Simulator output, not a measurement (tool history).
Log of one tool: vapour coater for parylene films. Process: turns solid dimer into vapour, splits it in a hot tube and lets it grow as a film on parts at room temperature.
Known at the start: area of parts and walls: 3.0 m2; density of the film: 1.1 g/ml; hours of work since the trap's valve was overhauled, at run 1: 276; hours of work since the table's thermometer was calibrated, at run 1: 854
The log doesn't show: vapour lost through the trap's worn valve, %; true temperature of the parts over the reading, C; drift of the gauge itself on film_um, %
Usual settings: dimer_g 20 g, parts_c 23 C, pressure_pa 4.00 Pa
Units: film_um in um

run	hour	dimer_g	parts_c	pressure_pa	hours of work since the trap's valve was overhauled	hours of work since the table's thermometer was calibrated	film_um
1	0.0	20	23	4.00	276	854	4.51
2	19.9	20	23	4.00	290	867	4.55
3	53.2	20	23	4.00	313	891	4.53
4	76.3	20	23	4.00	329	907	4.43
5	111.3	20	23	4.00	353	931	4.47
6	138.9	20	23	4.00	372	950	4.55
7	174.5	20	23	3.36	397	975	4.54
8	202.9	20	23	3.36	417	994	4.48
9	235.0	20	23	3.36	439	1017	4.53
10	271.0	20	23	3.36	464	1042	4.36
11	301.6	20	23	3.36	485	1063	4.46
12	330.1	20	23	3.36	505	1083	4.45
13	357.0	20	23	4.00	524	1101	4.24
14	380.6	20	23	4.00	540	1118	4.31
15	399.8	20	23	4.00	554	1131	4.27
16	421.4	20	23	4.00	569	1146	4.27
17	444.8	20	23	4.00	585	1162	4.14
18	480.5	20	23	4.00	610	1187	4.15
19	499.6	20	23	9.31	623	1200	3.73
20	519.8	20	23	9.31	637	1215	3.72
# hour 541.1: trap's valve overhauled
21	541.3	20	23	9.31	0	1227	4.17
22	573.5	20	23	4.00	23	1249	4.67
23	589.5	20	23	4.00	34	1260	4.62
24	619.3	20	23	3.47	54	1281	4.71
25	641.3	16	23	4.00	70	1296	3.71
26	663.0	16	23	4.00	85	1311	3.68
27	678.2	16	23	4.00	95	1322	3.64
28	697.6	16	23	4.00	109	1335	3.58
29	713.2	11	30	3.26	120	1346	1.98
30	738.1	10	29	5.91	137	1363	1.75
# hour 764.5: table's thermometer calibrated
31	768.4	20	23	2.80	157	3	5.03
32	791.5	20	21	10.00	173	19	4.44
33	818.0	12	28	2.54	192	37	2.50
34	849.0	9	24	8.56	213	59	1.81
35	873.9	18	28	4.00	230	76	3.53
36	899.6	18	28	4.00	248	94	3.47
37	915.0	18	28	8.83	259	105	3.15
38	946.7	18	28	4.02	281	127	3.42
39	967.1	20	23	9.32	295	141	4.09
40	993.2	20	23	4.21	313	159	4.55
41	1023.9	19	17	2.15	335	180	5.21
42	1049.0	17	30	11.50	352	198	2.64
43	1075.3	24	29	4.14	370	216	4.39
44	1099.0	36	32	4.64	387	232	5.69
45	1132.5	31	29	2.71	410	256	5.89
46	1153.5	31	29	2.71	425	270	5.83
47	1176.2	31	29	2.71	440	286	5.89

Run 48 comes next. What will it give?
48	1207.6	20	26	4.00	462	308	?

film_um: 3.99 um
Without the tool's hidden state the same run would have given film_um 4.42 um.

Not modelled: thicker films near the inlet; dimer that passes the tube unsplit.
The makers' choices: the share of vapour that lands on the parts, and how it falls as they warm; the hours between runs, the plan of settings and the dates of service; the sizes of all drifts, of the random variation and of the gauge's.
